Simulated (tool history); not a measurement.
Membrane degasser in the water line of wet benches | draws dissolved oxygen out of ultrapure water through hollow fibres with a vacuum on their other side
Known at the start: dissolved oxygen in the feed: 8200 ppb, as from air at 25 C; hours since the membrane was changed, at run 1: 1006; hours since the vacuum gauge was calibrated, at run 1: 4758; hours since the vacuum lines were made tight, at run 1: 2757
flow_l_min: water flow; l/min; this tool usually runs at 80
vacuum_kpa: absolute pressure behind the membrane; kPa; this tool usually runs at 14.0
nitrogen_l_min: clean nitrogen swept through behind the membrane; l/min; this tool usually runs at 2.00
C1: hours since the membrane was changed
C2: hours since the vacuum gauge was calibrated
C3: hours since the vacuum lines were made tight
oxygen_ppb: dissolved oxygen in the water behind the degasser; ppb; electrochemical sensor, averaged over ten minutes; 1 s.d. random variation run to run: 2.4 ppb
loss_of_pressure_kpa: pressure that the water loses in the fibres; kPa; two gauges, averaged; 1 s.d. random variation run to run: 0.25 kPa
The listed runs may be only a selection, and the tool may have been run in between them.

{"run": 1, "day": 0.0, "flow_l_min": 80, "vacuum_kpa": 14.0, "nitrogen_l_min": 2.0, "C1": 1006, "C2": 4758, "C3": 2757, "oxygen_ppb": 869.2, "loss_of_pressure_kpa": 68.02}
{"run": 2, "day": 1.458, "flow_l_min": 80, "vacuum_kpa": 14.0, "nitrogen_l_min": 2.0, "C1": 1041, "C2": 4793, "C3": 2792, "oxygen_ppb": 869.2, "loss_of_pressure_kpa": 68.46}
{"run": 3, "day": 2.708, "flow_l_min": 80, "vacuum_kpa": 14.0, "nitrogen_l_min": 2.0, "C1": 1071, "C2": 4823, "C3": 2822, "oxygen_ppb": 868.7, "loss_of_pressure_kpa": 68.7}
{"run": 4, "day": 4.158, "flow_l_min": 80, "vacuum_kpa": 14.0, "nitrogen_l_min": 2.0, "C1": 1106, "C2": 4858, "C3": 2857, "oxygen_ppb": 871.4, "loss_of_pressure_kpa": 68.36}
{"run": 5, "day": 5.321, "flow_l_min": 80, "vacuum_kpa": 14.0, "nitrogen_l_min": 2.0, "C1": 1134, "C2": 4886, "C3": 2885, "oxygen_ppb": 868.2, "loss_of_pressure_kpa": 68.34}
{"run": 6, "day": 7.175, "flow_l_min": 80, "vacuum_kpa": 14.0, "nitrogen_l_min": 2.0, "C1": 1179, "C2": 4930, "C3": 2929, "oxygen_ppb": 874.7, "loss_of_pressure_kpa": 68.4}
{"run": 7, "day": 9.367, "flow_l_min": 80, "vacuum_kpa": 14.0, "nitrogen_l_min": 2.0, "C1": 1231, "C2": 4983, "C3": 2982, "oxygen_ppb": 871.0, "loss_of_pressure_kpa": 68.19}
{"run": 8, "day": 10.558, "flow_l_min": 80, "vacuum_kpa": 9.6, "nitrogen_l_min": 2.0, "C1": 1260, "C2": 5011, "C3": 3010, "oxygen_ppb": 565.2, "loss_of_pressure_kpa": 68.08}
{"run": 9, "day": 11.808, "flow_l_min": 68, "vacuum_kpa": 10.3, "nitrogen_l_min": 1.58, "C1": 1290, "C2": 5042, "C3": 3041, "oxygen_ppb": 613.7, "loss_of_pressure_kpa": 58.08}
{"run": 10, "day": 13.662, "flow_l_min": 126, "vacuum_kpa": 10.8, "nitrogen_l_min": 5.75, "C1": 1334, "C2": 5086, "C3": 3085, "oxygen_ppb": 658.4, "loss_of_pressure_kpa": 108.15}
{"run": 11, "day": 14.804, "flow_l_min": 126, "vacuum_kpa": 10.8, "nitrogen_l_min": 5.75, "C1": 1362, "C2": 5113, "C3": 3112, "oxygen_ppb": 658.6, "loss_of_pressure_kpa": 107.45}
{"run": 12, "day": 15.954, "flow_l_min": 126, "vacuum_kpa": 10.8, "nitrogen_l_min": 5.75, "C1": 1389, "C2": 5141, "C3": 3140, "oxygen_ppb": 654.7, "loss_of_pressure_kpa": 107.36}
{"run": 13, "day": 17.775, "flow_l_min": 52, "vacuum_kpa": 20.5, "nitrogen_l_min": 1.5, "C1": 1433, "C2": 5185, "C3": 3184, "oxygen_ppb": 1116.0, "loss_of_pressure_kpa": 44.41}
{"run": 14, "day": 19.738, "flow_l_min": 52, "vacuum_kpa": 12.1, "nitrogen_l_min": 3.19, "C1": 1480, "C2": 5232, "C3": 3231, "oxygen_ppb": 335.3, "loss_of_pressure_kpa": 44.62}
{"run": 15, "day": 21.121, "flow_l_min": 57, "vacuum_kpa": 21.3, "nitrogen_l_min": 1.09, "C1": 1513, "C2": 5265, "C3": 3264, "oxygen_ppb": 1552.2, "loss_of_pressure_kpa": 48.46}
{"run": 16, "day": 22.929, "flow_l_min": 57, "vacuum_kpa": 21.3, "nitrogen_l_min": 1.09, "C1": 1557, "C2": 5308, "C3": 3307, "oxygen_ppb": 1557.5, "loss_of_pressure_kpa": 48.78}

Predict each of these 4 candidate next runs independently; none follows another, all start after run 16:
{"run": "A", "day": 24.496, "flow_l_min": 103, "vacuum_kpa": 11.8, "nitrogen_l_min": 1.37, "C1": 1594, "C2": 5346, "C3": 3345, "oxygen_ppb": "?", "loss_of_pressure_kpa": "?"}
{"run": "B", "day": 24.496, "flow_l_min": 101, "vacuum_kpa": 28.5, "nitrogen_l_min": 2.27, "C1": 1594, "C2": 5346, "C3": 3345, "oxygen_ppb": "?", "loss_of_pressure_kpa": "?"}
{"run": "C", "day": 24.496, "flow_l_min": 71, "vacuum_kpa": 21.3, "nitrogen_l_min": 1.38, "C1": 1594, "C2": 5346, "C3": 3345, "oxygen_ppb": "?", "loss_of_pressure_kpa": "?"}
{"run": "D", "day": 24.496, "flow_l_min": 52, "vacuum_kpa": 11.5, "nitrogen_l_min": 1.09, "C1": 1594, "C2": 5346, "C3": 3345, "oxygen_ppb": "?", "loss_of_pressure_kpa": "?"}

run=A oxygen_ppb=1172.0 loss_of_pressure_kpa=88.01
run=B oxygen_ppb=1931.7 loss_of_pressure_kpa=86.49
run=C oxygen_ppb=1547.2 loss_of_pressure_kpa=60.85
run=D oxygen_ppb=729.9 loss_of_pressure_kpa=44.47
With no hidden state in the tool, these same runs would have given:
run=A oxygen_ppb=1153.1 loss_of_pressure_kpa=87.61
run=B oxygen_ppb=1920.1 loss_of_pressure_kpa=86.10
run=C oxygen_ppb=1535.0 loss_of_pressure_kpa=60.57
run=D oxygen_ppb=716.7 loss_of_pressure_kpa=44.27
